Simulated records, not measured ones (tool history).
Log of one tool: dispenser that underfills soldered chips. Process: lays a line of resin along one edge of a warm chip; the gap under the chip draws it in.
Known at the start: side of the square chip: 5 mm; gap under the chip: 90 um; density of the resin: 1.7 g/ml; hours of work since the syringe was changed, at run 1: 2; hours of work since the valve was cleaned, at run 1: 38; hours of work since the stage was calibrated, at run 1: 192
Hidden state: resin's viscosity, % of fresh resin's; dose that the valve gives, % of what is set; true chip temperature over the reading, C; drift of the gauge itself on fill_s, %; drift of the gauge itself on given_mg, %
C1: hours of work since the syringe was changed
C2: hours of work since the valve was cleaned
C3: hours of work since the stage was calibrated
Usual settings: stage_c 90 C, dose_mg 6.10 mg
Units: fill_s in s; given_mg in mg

Run 1, hour 0.0: usual settings; C1 2; C2 38; C3 192. Result: fill_s 5.7 s, given_mg 5.93 mg.
Run 2, hour 6.1: usual settings but dose_mg 7.72 mg; C1 6; C2 42; C3 196. Result: fill_s 8.2 s, given_mg 7.51 mg.
Run 3, hour 9.9: usual settings but dose_mg 7.72 mg; C1 9; C2 44; C3 198. Result: fill_s 9.7 s, given_mg 7.48 mg.
At hour 13.6: new syringe of resin.
Run 4, hour 16.9: usual settings but dose_mg 7.72 mg; C1 2; C2 49; C3 203. Result: fill_s 6.4 s, given_mg 7.48 mg.
Run 5, hour 23.8: usual settings but dose_mg 7.08 mg; C1 7; C2 53; C3 207. Result: fill_s 8.5 s, given_mg 6.79 mg.
At hour 30.2: new syringe of resin.
Run 6, hour 30.3: usual settings but dose_mg 7.08 mg; C1 0; C2 57; C3 212. Result: fill_s 5.3 s, given_mg 6.80 mg.
Run 7, hour 37.3: usual settings but dose_mg 7.08 mg; C1 5; C2 62; C3 216. Result: fill_s 6.5 s, given_mg 6.77 mg.
Run 8, hour 43.0: usual settings but stage_c 97 C, dose_mg 7.08 mg; C1 9; C2 66; C3 220. Result: fill_s 7.5 s, given_mg 6.76 mg.
Run 9, hour 46.3: usual settings but stage_c 82 C; C1 11; C2 68; C3 222. Result: fill_s 15.8 s, given_mg 5.82 mg.
At hour 47.0: new syringe of resin.
Run 10, hour 50.8: usual settings but stage_c 82 C; C1 3; C2 71; C3 225. Result: fill_s 8.5 s, given_mg 5.75 mg.
Run 11, hour 53.9: usual settings but stage_c 82 C; C1 5; C2 73; C3 227. Result: fill_s 10.1 s, given_mg 5.81 mg.
Run 12, hour 60.3: usual settings but dose_mg 7.04 mg; C1 9; C2 77; C3 232. Result: fill_s 10.1 s, given_mg 6.65 mg.
At hour 64.3: new syringe of resin.
Run 13, hour 67.8: usual settings but dose_mg 7.04 mg; C1 2; C2 82; C3 236. Result: fill_s 5.4 s, given_mg 6.60 mg.
Run 14, hour 74.9: usual settings but stage_c 86 C, dose_mg 7.04 mg; C1 7; C2 87; C3 241. Result: fill_s 9.7 s, given_mg 6.58 mg.
Run 15, hour 80.5: usual settings but stage_c 86 C, dose_mg 7.04 mg; C1 11; C2 91; C3 245. Result: fill_s 12.7 s, given_mg 6.54 mg.
At hour 81.1: new syringe of resin.
Run 16, hour 87.9: usual settings but stage_c 86 C, dose_mg 7.04 mg; C1 5; C2 95; C3 250. Result: fill_s 8.4 s, given_mg 6.57 mg.
Run 17, hour 92.7: usual settings but stage_c 86 C, dose_mg 7.04 mg; C1 8; C2 99; C3 253. Result: fill_s 10.7 s, given_mg 6.50 mg.
At hour 97.9: new syringe of resin.
Run 18, hour 98.8: usual settings but stage_c 86 C, dose_mg 7.04 mg; C1 1; C2 102; C3 257. Result: fill_s 5.9 s, given_mg 6.49 mg.
Run 19, hour 104.5: usual settings but stage_c 86 C, dose_mg 7.04 mg; C1 4; C2 106; C3 260. Result: fill_s 8.6 s, given_mg 6.47 mg.
Run 20, hour 111.5: usual settings but stage_c 86 C, dose_mg 7.04 mg; C1 9; C2 111; C3 265. Result: fill_s 11.5 s, given_mg 6.46 mg.
At hour 114.9: new syringe of resin.
Run 21, hour 115.4: usual settings but stage_c 80 C, dose_mg 7.04 mg; C1 0; C2 113; C3 268. Result: fill_s 7.9 s, given_mg 6.41 mg.
Run 22, hour 122.9: usual settings but stage_c 77 C, dose_mg 5.88 mg; C1 5; C2 118; C3 273. Result: fill_s 13.1 s, given_mg 5.32 mg.
At hour 129.5: dispensing valve cleaned and set on the balance.
Run 23, hour 129.6: usual settings but stage_c 88 C, dose_mg 5.29 mg; C1 9; C2 0; C3 276. Result: fill_s 11.8 s, given_mg 5.28 mg.
At hour 132.6: new syringe of resin.
Run 24, hour 136.5: usual settings but stage_c 98 C, dose_mg 7.64 mg; C1 3; C2 4; C3 281. Result: fill_s 4.4 s, given_mg 7.63 mg.
Run 25, hour 140.2: usual settings but stage_c 102 C, dose_mg 6.06 mg; C1 5; C2 7; C3 283. Result: fill_s 5.2 s, given_mg 6.02 mg.

Hidden state or all else? Some run-to-run changes of fill_s, split into what the settings, what came in and random variation would give without the hidden state, and what is left for the hidden state (with any gauge scatter that isn't in both results):
Run 8 -> 9: stage_c 97 -> 82, dose_mg 7.08 -> 6.10. fill_s +8.3 s: hidden state +5.5, all else +2.8.
Run 9 -> 10: new syringe of resin. fill_s -7.3 s: hidden state -7.6, all else +0.3.
Run 23 -> 24: stage_c 88 -> 98, dose_mg 5.29 -> 7.64, new syringe of resin. fill_s -7.4 s: hidden state -4.9, all else -2.5.
